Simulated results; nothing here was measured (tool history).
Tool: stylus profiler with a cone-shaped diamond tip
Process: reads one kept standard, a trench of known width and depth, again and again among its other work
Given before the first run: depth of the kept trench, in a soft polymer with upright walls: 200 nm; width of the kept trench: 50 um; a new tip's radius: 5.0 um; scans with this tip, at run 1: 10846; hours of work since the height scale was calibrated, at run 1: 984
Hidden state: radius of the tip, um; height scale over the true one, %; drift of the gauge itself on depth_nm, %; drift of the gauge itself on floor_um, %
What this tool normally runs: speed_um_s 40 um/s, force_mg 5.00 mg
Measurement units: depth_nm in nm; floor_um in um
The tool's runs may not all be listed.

| run | hour | speed_um_s | force_mg | scans with this tip | hours of work since the height scale was calibrated | depth_nm | floor_um |
|---|---|---|---|---|---|---|---|
| 1 | 0.0 | 40 | 5.00 | 10846 | 984 | 201.97 | 46.42 |
|  | 63.6 | height scale calibrated on a step standard |
| 2 | 85.5 | 40 | 5.00 | 11188 | 17 | 201.80 | 46.43 |
| 3 | 150.0 | 40 | 5.36 | 11447 | 68 | 201.81 | 46.41 |
| 4 | 216.3 | 40 | 5.36 | 11713 | 120 | 201.84 | 46.42 |
| 5 | 276.1 | 40 | 5.36 | 11954 | 168 | 201.81 | 46.44 |
| 6 | 346.0 | 40 | 5.36 | 12234 | 223 | 201.86 | 46.41 |
| 7 | 443.0 | 40 | 5.36 | 12624 | 299 | 201.80 | 46.36 |
|  | 518.3 | height scale calibrated on a step standard, once more |
| 8 | 536.0 | 40 | 5.00 | 12995 | 14 | 202.15 | 46.33 |
| 9 | 588.1 | 40 | 5.00 | 13205 | 55 | 202.04 | 46.31 |
| 10 | 664.9 | 40 | 5.00 | 13513 | 116 | 202.08 | 46.30 |
| 11 | 741.8 | 40 | 2.85 | 13822 | 176 | 201.45 | 46.24 |
| 12 | 792.2 | 107 | 5.00 | 14025 | 216 | 202.07 | 46.02 |
| 13 | 836.5 | 40 | 2.86 | 14202 | 251 | 201.35 | 46.24 |
| 14 | 897.7 | 40 | 2.86 | 14448 | 299 | 201.30 | 46.21 |
| 15 | 976.9 | 40 | 2.86 | 14767 | 362 | 201.33 | 46.25 |
| 16 | 1063.1 | 58 | 5.00 | 15113 | 430 | 201.95 | 46.14 |
| 17 | 1102.5 | 41 | 2.83 | 15271 | 461 | 201.24 | 46.12 |
| 18 | 1198.3 | 24 | 2.44 | 15656 | 537 | 200.98 | 46.20 |
| 19 | 1291.2 | 55 | 2.46 | 16029 | 610 | 201.13 | 46.03 |
| 20 | 1367.5 | 55 | 2.46 | 16335 | 670 | 201.08 | 45.93 |
| 21 | 1463.7 | 40 | 2.04 | 16722 | 746 | 200.99 | 46.04 |
| 22 | 1512.2 | 89 | 7.01 | 16916 | 784 | 202.28 | 46.07 |
| 23 | 1584.3 | 89 | 2.41 | 17206 | 841 | 201.07 | 45.74 |
| 24 | 1663.1 | 89 | 2.41 | 17523 | 903 | 200.89 | 45.76 |
| 25 | 1703.7 | 14 | 5.00 | 17686 | 935 | 201.82 | 46.23 |
| 26 | 1759.0 | 14 | 5.00 | 17908 | 979 | 201.73 | 46.22 |
|  | 1829.1 | height scale calibrated on a step standard |
| 27 | 1829.1 | 13 | 5.00 | 18187 | 0 | 202.00 | 46.23 |
| 28 | 1879.0 | 151 | 2.50 | 18388 | 39 | 201.32 | 45.39 |
| 29 | 1945.5 | 151 | 2.50 | 18655 | 92 | 201.28 | 45.35 |

Across each entry between runs, compare the hidden state at the last listed run before it with the hidden state at the first listed run after it:
Between runs 1 and 2: height scale calibrated on a step standard (hour 63.6)
  radius of the tip, um: 7.26 -> 7.33; height scale over the true one, %: -0.104 -> -0.177
  measured minus no-state result, depth_nm: -0.21 -> -0.36 nm; floor_um: -0.59 -> -0.60 um
Between runs 7 and 8: height scale calibrated on a step standard, once more (hour 518.3)
  radius of the tip, um: 7.62 -> 7.7; height scale over the true one, %: -0.216 -> -0.034
  measured minus no-state result, depth_nm: -0.43 -> -0.07 nm; floor_um: -0.67 -> -0.68 um
Between runs 26 and 27: height scale calibrated on a step standard (hour 1829.1)
  radius of the tip, um: 8.67 -> 8.73; height scale over the true one, %: -0.168 -> 0.014
  measured minus no-state result, depth_nm: -0.34 -> +0.03 nm; floor_um: -0.91 -> -0.92 um
